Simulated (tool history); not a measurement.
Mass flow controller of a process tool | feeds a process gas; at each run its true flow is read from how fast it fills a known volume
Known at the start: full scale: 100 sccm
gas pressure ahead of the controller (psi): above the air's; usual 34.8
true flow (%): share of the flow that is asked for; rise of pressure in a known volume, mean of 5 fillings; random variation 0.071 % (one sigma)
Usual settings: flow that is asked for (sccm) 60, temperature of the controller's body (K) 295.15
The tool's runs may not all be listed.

| run | day | flow that is asked for (sccm) | gas pressure ahead of the controller (psi) | temperature of the controller's body (K) | true flow (%) |
|---|---|---|---|---|---|
| 1 | 0.000 | 60 | 34.8 | 295.15 | 97.13 |
| 2 | 7.354 | 60 | 34.8 | 295.15 | 97.00 |
| 3 | 12.742 | 60 | 31.6 | 295.15 | 96.82 |
| 4 | 20.767 | 60 | 31.6 | 295.15 | 96.76 |
| 5 | 26.638 | 60 | 31.6 | 295.15 | 96.65 |
| 6 | 31.929 | 24 | 34.8 | 295.15 | 93.40 |
| 7 | 39.112 | 20 | 34.8 | 295.15 | 92.34 |
| 8 | 43.929 | 20 | 34.8 | 295.15 | 92.21 |
| 9 | 47.704 | 20 | 34.8 | 295.15 | 92.13 |
| 10 | 53.646 | 16 | 34.8 | 295.15 | 90.35 |
| 11 | 57.900 | 16 | 34.8 | 295.15 | 90.26 |
| 12 | 62.779 | 60 | 34.8 | 295.15 | 96.55 |
| 13 | 69.658 | 60 | 34.8 | 295.15 | 96.42 |
|  | 71.046 | controller's zero set anew |
| 14 | 74.533 | 60 | 34.8 | 295.15 | 98.37 |
| 15 | 81.796 | 60 | 34.8 | 295.15 | 98.39 |
| 16 | 87.962 | 60 | 34.8 | 295.15 | 98.33 |
|  | 89.554 | controller exchanged for a calibrated one |
| 17 | 93.200 | 60 | 34.8 | 295.15 | 99.52 |
| 18 | 98.492 | 60 | 34.8 | 295.15 | 99.55 |
| 19 | 107.258 | 25 | 34.8 | 295.15 | 98.82 |
| 20 | 111.338 | 25 | 34.8 | 295.15 | 98.56 |
| 21 | 116.554 | 60 | 34.8 | 295.15 | 99.20 |
| 22 | 123.754 | 60 | 34.8 | 294.15 | 99.18 |
| 23 | 128.596 | 60 | 34.8 | 295.15 | 99.21 |
| 24 | 132.975 | 60 | 33.5 | 295.15 | 99.12 |
| 25 | 136.921 | 11 | 25.1 | 294.15 | 96.35 |
| 26 | 142.342 | 11 | 25.1 | 294.15 | 96.04 |
| 27 | 146.375 | 11 | 25.1 | 294.15 | 96.05 |
| 28 | 151.208 | 91 | 25.4 | 297.15 | 99.22 |
| 29 | 159.917 | 65 | 24.7 | 297.15 | 98.55 |
| 30 | 165.446 | 26 | 34.8 | 295.15 | 97.57 |
| 31 | 174.025 | 60 | 34.8 | 301.15 | 99.08 |
| 32 | 177.871 | 66 | 27.1 | 305.15 | 98.96 |
| 33 | 183.142 | 60 | 24.1 | 311.15 | 99.13 |
| 34 | 190.092 | 13 | 22.3 | 300.15 | 95.09 |
| 35 | 196.246 | 44 | 31.8 | 295.15 | 97.90 |
| 36 | 205.017 | 25 | 29.0 | 293.15 | 96.46 |
| 37 | 212.088 | 31 | 35.4 | 304.15 | 97.76 |
| 38 | 219.267 | 24 | 35.4 | 304.15 | 96.85 |
| 39 | 225.100 | 24 | 35.4 | 304.15 | 96.97 |
| 40 | 233.383 | 24 | 35.4 | 304.15 | 96.75 |
| 41 | 237.638 | 24 | 35.4 | 304.15 | 96.51 |
| 42 | 241.342 | 24 | 35.4 | 304.15 | 96.62 |
| 43 | 246.754 | 24 | 35.4 | 304.15 | 96.49 |
| 44 | 252.925 | 45 | 24.1 | 309.15 | 97.78 |
| 45 | 258.246 | 12 | 31.8 | 295.15 | 92.77 |
| 46 | 264.821 | 64 | 39.7 | 304.15 | 98.64 |
| 47 | 271.225 | 64 | 39.7 | 304.15 | 98.63 |
| 48 | 277.171 | 64 | 39.7 | 304.15 | 98.48 |

The same runs without the tool's hidden state, with the same run-to-run variation:
The hidden state here: flow at rest that the sensor doesn't see, % of full scale; true flow over the shown one, %; drift of the gauge itself on true_pct, %.
| run | true flow (%) |
|---|---|
| 1 | 99.61 |
| 2 | 99.55 |
| 3 | 99.43 |
| 4 | 99.45 |
| 5 | 99.39 |
| 6 | 99.03 |
| 7 | 99.07 |
| 8 | 99.06 |
| 9 | 99.08 |
| 10 | 98.96 |
| 11 | 98.97 |
| 12 | 99.66 |
| 13 | 99.60 |
| 14 | 99.56 |
| 15 | 99.65 |
| 16 | 99.64 |
| 17 | 99.56 |
| 18 | 99.64 |
| 19 | 99.20 |
| 20 | 99.01 |
| 21 | 99.46 |
| 22 | 99.52 |
| 23 | 99.60 |
| 24 | 99.55 |
| 25 | 98.34 |
| 26 | 98.25 |
| 27 | 98.41 |
| 28 | 99.68 |
| 29 | 99.21 |
| 30 | 99.01 |
| 31 | 99.91 |
| 32 | 99.78 |
| 33 | 100.05 |
| 34 | 98.54 |
| 35 | 99.21 |
| 36 | 98.68 |
| 37 | 99.73 |
| 38 | 99.42 |
| 39 | 99.65 |
| 40 | 99.58 |
| 41 | 99.42 |
| 42 | 99.61 |
| 43 | 99.57 |
| 44 | 99.73 |
| 45 | 98.84 |
| 46 | 100.28 |
| 47 | 100.32 |
| 48 | 100.23 |
